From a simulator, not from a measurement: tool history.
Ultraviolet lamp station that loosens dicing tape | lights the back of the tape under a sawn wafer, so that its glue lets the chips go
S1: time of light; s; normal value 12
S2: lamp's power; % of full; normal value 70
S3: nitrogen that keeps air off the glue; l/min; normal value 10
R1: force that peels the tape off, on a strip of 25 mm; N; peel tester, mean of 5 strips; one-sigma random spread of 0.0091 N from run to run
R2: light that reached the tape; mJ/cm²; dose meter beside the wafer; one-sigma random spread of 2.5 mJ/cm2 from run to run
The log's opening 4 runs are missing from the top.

run 5 hour=161 | S1=12 S2=70 S3=10 | R1=0.806 R2=185
run 6 hour=213.2 | S1=12 S2=61 S3=10 | R1=1.083 R2=155
run 7 hour=258.8 | S1=12 S2=61 S3=10 | R1=1.042 R2=149
run 8 hour=305.9 | S1=12 S2=87 S3=10 | R1=0.618 R2=215
run 9 hour=329.7 | S1=12 S2=87 S3=10 | R1=0.623 R2=212
run 10 hour=354 | S1=12 S2=87 S3=10 | R1=0.658 R2=205
run 11 hour=401.6 | S1=12 S2=87 S3=10 | R1=0.667 R2=208
-- hour=405.5 window cleaned of glue's vapour
run 12 hour=453.2 | S1=12 S2=87 S3=10 | R1=0.653 R2=210
run 13 hour=489.5 | S1=12 S2=87 S3=10 | R1=0.669 R2=209
run 14 hour=522.1 | S1=12 S2=87 S3=10 | R1=0.675 R2=205
run 15 hour=551.7 | S1=12 S2=70 S3=12 | R1=0.976 R2=163
run 16 hour=578.5 | S1=20 S2=70 S3=10 | R1=0.443 R2=265
-- hour=595.7 lamp changed
run 17 hour=607.1 | S1=20 S2=67 S3=10 | R1=0.221 R2=443
run 18 hour=646.7 | S1=20 S2=67 S3=10 | R1=0.224 R2=433
run 19 hour=679.1 | S1=20 S2=67 S3=10 | R1=0.236 R2=427
run 20 hour=702.7 | S1=6 S2=70 S3=6 | R1=1.6 R2=133
run 21 hour=751.6 | S1=6 S2=70 S3=6 | R1=1.585 R2=128
run 22 hour=783.5 | S1=6 S2=70 S3=6 | R1=1.6 R2=129
-- hour=811.7 window cleaned of glue's vapour
run 23 hour=825.7 | S1=6 S2=65 S3=16 | R1=1.232 R2=124
run 24 hour=856.2 | S1=6 S2=65 S3=16 | R1=1.24 R2=122
run 25 hour=904.6 | S1=12 S2=62 S3=9 | R1=0.567 R2=231
run 26 hour=931.4 | S1=12 S2=66 S3=10 | R1=0.51 R2=245

Run 27 comes next. What will it give?
run 27 hour=978.4 | S1=23 S2=74 S3=20 | R1=? R2=?

Run 27 measured R1 0.193 N, R2 523 mJ/cm².
On a tool with no hidden condition, and with the same random variation, this run would have come out at R1 0.191 N, R2 586 mJ/cm².
